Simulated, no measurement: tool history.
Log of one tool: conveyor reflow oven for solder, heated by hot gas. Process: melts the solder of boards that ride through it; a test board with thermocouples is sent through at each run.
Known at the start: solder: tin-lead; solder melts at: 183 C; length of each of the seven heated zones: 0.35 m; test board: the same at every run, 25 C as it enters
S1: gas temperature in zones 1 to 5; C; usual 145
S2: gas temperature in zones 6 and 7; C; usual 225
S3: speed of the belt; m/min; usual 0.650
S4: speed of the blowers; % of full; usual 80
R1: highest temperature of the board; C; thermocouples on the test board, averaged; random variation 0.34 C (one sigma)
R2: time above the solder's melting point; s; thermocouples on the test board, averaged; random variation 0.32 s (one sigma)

run,hour,S1,S2,S3,S4,R1,R2
1,0.0,145,225,0.650,80,209.1,43.7
2,22.2,145,225,0.650,80,208.6,43.5
3,59.8,146,225,0.650,80,208.1,44.3
4,97.8,145,225,0.742,80,203.5,33.7
5,115.4,145,225,0.742,80,203.8,33.6
6,156.2,145,225,0.742,80,204.1,33.5
7,181.5,145,225,0.742,80,203.7,33.4
8,221.6,145,225,0.742,80,203.6,33.1
# hour 230.5: flux residue cleaned out of gas plates and filters
9,247.6,145,225,0.742,80,203.6,34.0
10,278.0,145,225,0.709,80,206.0,37.4
11,296.6,145,225,0.709,80,205.9,37.6
12,330.5,145,225,0.579,80,211.1,53.3
13,366.3,144,225,0.650,80,207.8,43.2
14,388.6,144,225,0.706,80,205.2,36.7
15,416.4,144,225,0.706,80,205.0,36.6
16,448.0,145,225,0.650,80,207.2,42.8
17,467.9,145,224,0.712,80,204.7,35.3
18,507.8,145,224,0.712,80,204.2,35.8
19,533.7,158,222,0.543,80,211.4,64.5
20,569.6,158,222,0.543,80,211.4,63.4
# hour 591.8: flux residue cleaned out of gas plates and filters
21,603.1,145,237,0.638,80,219.3,52.6
22,640.0,155,235,0.725,80,215.1,46.5
23,661.2,155,235,0.553,80,222.3,67.8
24,689.9,155,235,0.553,62,219.4,65.3
25,718.8,145,229,0.650,80,211.5,46.8
26,736.4,145,229,0.659,80,210.7,45.5
27,767.7,145,229,0.659,80,211.8,45.0
28,789.9,132,229,0.659,80,208.3,38.6
29,811.6,145,236,0.601,80,219.4,56.2
30,832.2,145,236,0.601,80,219.4,56.4
31,866.3,145,236,0.601,80,218.7,56.6
32,883.9,145,236,0.601,80,219.2,56.4

Hidden state or all else? Some run-to-run changes of R1, split into what the settings, what came in and random variation would give without the hidden state, and what is left for the hidden state (with any gauge scatter that isn't in both results):
The hidden state here: heat that the gas passes to the board, % of a clean oven's; belt's true speed, % of the reading; true gas temperature in zones 6 and 7 over the reading, C; drift of the gauge itself on peak_c, C; drift of the gauge itself on liquid_s, %.
Run 3 -> 4: S1 146 -> 145, S3 0.650 -> 0.742. R1 -4.6 C: hidden state -0.2, all else -4.4.
Run 8 -> 9: flux residue cleaned out of gas plates and filters. R1 +0.0 C: hidden state +0.9, all else -0.9.
Run 20 -> 21: S1 158 -> 145, S2 222 -> 237, S3 0.543 -> 0.638, flux residue cleaned out of gas plates and filters. R1 +7.9 C: hidden state +0.7, all else +7.2.
Run 24 -> 25: S1 155 -> 145, S2 235 -> 229, S3 0.553 -> 0.650, S4 62 -> 80. R1 -7.9 C: hidden state -0.2, all else -7.7.
Run 28 -> 29: S1 132 -> 145, S2 229 -> 236, S3 0.659 -> 0.601. R1 +11.1 C: hidden state +0.1, all else +11.0.

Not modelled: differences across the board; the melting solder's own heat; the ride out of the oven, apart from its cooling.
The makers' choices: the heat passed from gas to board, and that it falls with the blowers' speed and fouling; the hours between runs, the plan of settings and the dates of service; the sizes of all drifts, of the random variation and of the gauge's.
